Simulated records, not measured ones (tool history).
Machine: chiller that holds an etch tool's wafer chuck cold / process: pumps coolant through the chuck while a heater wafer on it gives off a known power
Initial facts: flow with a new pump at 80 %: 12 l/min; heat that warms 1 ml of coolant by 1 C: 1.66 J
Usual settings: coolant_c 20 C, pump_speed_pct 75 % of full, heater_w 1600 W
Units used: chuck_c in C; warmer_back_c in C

| run | hour | coolant_c | pump_speed_pct | heater_w | chuck_c | warmer_back_c |
|---|---|---|---|---|---|---|
| 1 | 0 | 20 | 75 | 1600 | 32.1 | 5.39 |
| 2 | 69.2 | 20 | 75 | 1600 | 32.2 | 5.38 |
| 3 | 143.8 | 20 | 75 | 1600 | 32.3 | 5.41 |
| 4 | 256.1 | 20 | 75 | 1600 | 32.4 | 5.42 |
|  | 267.6 | chiller's thermometer calibrated |
| 5 | 340.8 | 20 | 75 | 1600 | 32.9 | 5.44 |
| 6 | 446.4 | 20 | 75 | 2351 | 38.5 | 8 |
| 7 | 501.4 | 14 | 93 | 1620 | 24.4 | 4.43 |
| 8 | 581.6 | 14 | 93 | 2311 | 29 | 6.3 |
| 9 | 660 | 13 | 93 | 885 | 18.9 | 2.47 |

Forecast run 10:
| 10 | 744.4 | 12 | 70 | 934 | ? | ? |

chuck_c: 20.3 C
warmer_back_c: 3.49 C
Were there no unlogged condition in the tool, this run, its random variation unchanged, would have produced chuck_c 19.1 C, warmer_back_c 3.27 C.
